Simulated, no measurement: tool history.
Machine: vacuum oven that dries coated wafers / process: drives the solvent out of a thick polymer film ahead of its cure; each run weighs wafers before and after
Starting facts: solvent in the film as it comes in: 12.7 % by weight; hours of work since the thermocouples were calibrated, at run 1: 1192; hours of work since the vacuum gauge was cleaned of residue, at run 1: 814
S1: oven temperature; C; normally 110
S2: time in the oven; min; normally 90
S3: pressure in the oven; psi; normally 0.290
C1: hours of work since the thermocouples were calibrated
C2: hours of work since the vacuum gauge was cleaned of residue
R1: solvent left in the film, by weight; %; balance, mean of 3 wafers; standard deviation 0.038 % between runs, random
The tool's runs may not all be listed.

run     day   S1   S2     S3    C1    C2    R1
  1   0.000  110   90  0.290  1192   814  2.18
  2   1.517  110   90  0.200  1214   835  1.80
  3   4.388  110   90  0.200  1254   875  1.80
  4   7.258  110   90  0.290  1294   915  2.17
  5   9.158  101   90  0.290  1320   941  3.43
  6  12.092  101   90  0.290  1361   982  3.50
  7  14.492  101   90  0.290  1395  1016  3.47
  8  16.917  110   90  0.290  1429  1050  2.22
     18.142  -- oven's thermocouples calibrated
  9  19.162  110   90  0.290    14  1080  2.26
 10  22.129  110   90  0.290    56  1121  2.29
 11  23.779  110   90  0.290    79  1144  2.25
 12  25.371  110   90  0.290   101  1166  2.32
 13  27.288  110   90  0.290   128  1193  2.25
 14  30.121  110   90  0.290   167  1233  2.29
 15  31.629  110   90  0.290   188  1254  2.27
 16  32.829  110   90  0.290   205  1271  2.26
 17  35.596  110   90  0.290   244  1309  2.31
 18  37.829  110   90  0.290   275  1340  2.31
 19  39.375  110   90  0.290   296  1362  2.30
 20  41.067  110   90  0.290   320  1386  2.31
 21  43.104  110   90  0.290   348  1414  2.33
 22  44.458  110   90  0.290   367  1433  2.37
 23  45.846  110   90  0.290   387  1452  2.25
 24  47.212  110   90  0.290   406  1471  2.37
 25  49.279  110   90  0.290   435  1500  2.38
 26  51.204  110   90  0.290   461  1527  2.28
 27  53.121  110  106  0.290   488  1554  2.01
 28  55.208  107   90  0.199   517  1583  2.32
 29  57.333  121   90  0.748   547  1613  2.51
 30  59.433  124  119  0.235   576  1642  0.87
 31  61.729  124  149  0.235   608  1674  0.89
 32  64.446  118  123  0.235   646  1712  1.15
 33  66.712  118  123  0.235   678  1743  1.11
 34  68.296  100  131  0.290   700  1766  3.03
 35  70.208  100  131  0.290   727  1792  3.07
     73.108  -- vacuum gauge cleaned of residue and calibrated
 36  73.238   97  131  0.290   768     2  2.92
 37  74.742   97  131  0.290   789    23  2.91
 38  76.512  114   54  0.350   814    47  2.90
 39  79.367  110  104  0.271   854    87  1.62
 40  80.892  101   90  0.161   875   109  2.56
 41  83.596  109   90  0.396   913   146  2.43
 42  85.971  110  144  0.840   946   179  3.55
 43  88.654  110  144  0.840   983   217  3.48
 44  90.925   95   90  0.154  1015   249  3.51
 45  93.550  110  156  0.435  1052   285  1.87
 46  95.496  110  156  0.435  1079   312  1.93
 47  98.300  110   90  0.590  1118   352  3.14

For each entry between runs, how does the tool's hidden state at the last listed run before it compare with that at the first listed run after it?
In the gap between runs 8 and 9: oven's thermocouples calibrated (day 18.142)
  true wafer temperature over the reading, C: 0.55 -> -0.12; true pressure over the reading, kPa: 0.451 -> 0.465
  measured result minus the result with no hidden state, R1: +0.18 -> +0.27 %
In the gap between runs 35 and 36: vacuum gauge cleaned of residue and calibrated (day 73.108)
  true wafer temperature over the reading, C: 0.51 -> 0.55; true pressure over the reading, kPa: 0.791 -> 0.003
  measured result minus the result with no hidden state, R1: +0.55 -> -0.08 %

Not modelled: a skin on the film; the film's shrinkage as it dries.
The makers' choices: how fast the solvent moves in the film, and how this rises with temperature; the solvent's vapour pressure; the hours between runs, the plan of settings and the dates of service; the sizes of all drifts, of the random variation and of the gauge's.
